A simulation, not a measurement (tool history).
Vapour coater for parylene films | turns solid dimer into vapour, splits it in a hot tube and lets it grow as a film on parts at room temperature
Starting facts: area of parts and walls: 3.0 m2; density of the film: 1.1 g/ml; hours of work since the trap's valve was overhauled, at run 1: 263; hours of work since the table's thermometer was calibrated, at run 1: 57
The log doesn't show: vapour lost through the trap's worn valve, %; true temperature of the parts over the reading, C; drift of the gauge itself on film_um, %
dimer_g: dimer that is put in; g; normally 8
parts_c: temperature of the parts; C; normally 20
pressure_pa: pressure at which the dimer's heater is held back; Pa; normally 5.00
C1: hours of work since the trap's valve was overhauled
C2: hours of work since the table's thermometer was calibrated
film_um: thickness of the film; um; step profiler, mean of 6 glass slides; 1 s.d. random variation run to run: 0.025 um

Run 1, hour 0.0: usual settings; C1 263; C2 57. Result: film_um 1.70 um.
Run 2, hour 18.2: usual settings; C1 275; C2 69. Result: film_um 1.76 um.
Run 3, hour 40.0: usual settings but pressure_pa 5.82 Pa; C1 291; C2 84. Result: film_um 1.72 um.
Run 4, hour 67.6: usual settings but pressure_pa 5.82 Pa; C1 310; C2 104. Result: film_um 1.70 um.
Run 5, hour 81.5: usual settings but pressure_pa 5.82 Pa; C1 319; C2 113. Result: film_um 1.69 um.
Run 6, hour 100.4: usual settings; C1 333; C2 126. Result: film_um 1.69 um.
Run 7, hour 127.8: usual settings; C1 352; C2 145. Result: film_um 1.69 um.
Run 8, hour 150.1: usual settings; C1 367; C2 161. Result: film_um 1.71 um.
Run 9, hour 173.1: usual settings; C1 383; C2 177. Result: film_um 1.62 um.
Run 10, hour 198.9: usual settings; C1 401; C2 195. Result: film_um 1.63 um.
Run 11, hour 214.0: usual settings; C1 412; C2 205. Result: film_um 1.60 um.
Run 12, hour 227.3: usual settings; C1 421; C2 214. Result: film_um 1.62 um.
At hour 244.2: trap's valve overhauled.
Run 13, hour 255.8: usual settings but dimer_g 4 g; C1 8; C2 231. Result: film_um 0.96 um.
Run 14, hour 272.2: usual settings but dimer_g 7 g, parts_c 12 C, pressure_pa 7.13 Pa; C1 19; C2 243. Result: film_um 1.93 um.
Run 15, hour 286.5: usual settings but dimer_g 11 g; C1 29; C2 253. Result: film_um 2.55 um.
Run 16, hour 306.9: usual settings but dimer_g 13 g; C1 44; C2 267. Result: film_um 3.01 um.

Run 17, settings as shown, results not yet in. Your forecast:
Run 17, hour 327.4: usual settings but dimer_g 13 g; C1 58; C2 281. Result: film_um ?.

film_um: 2.98 um
With no hidden state in the tool, this same run would have given film_um 3.07 um.
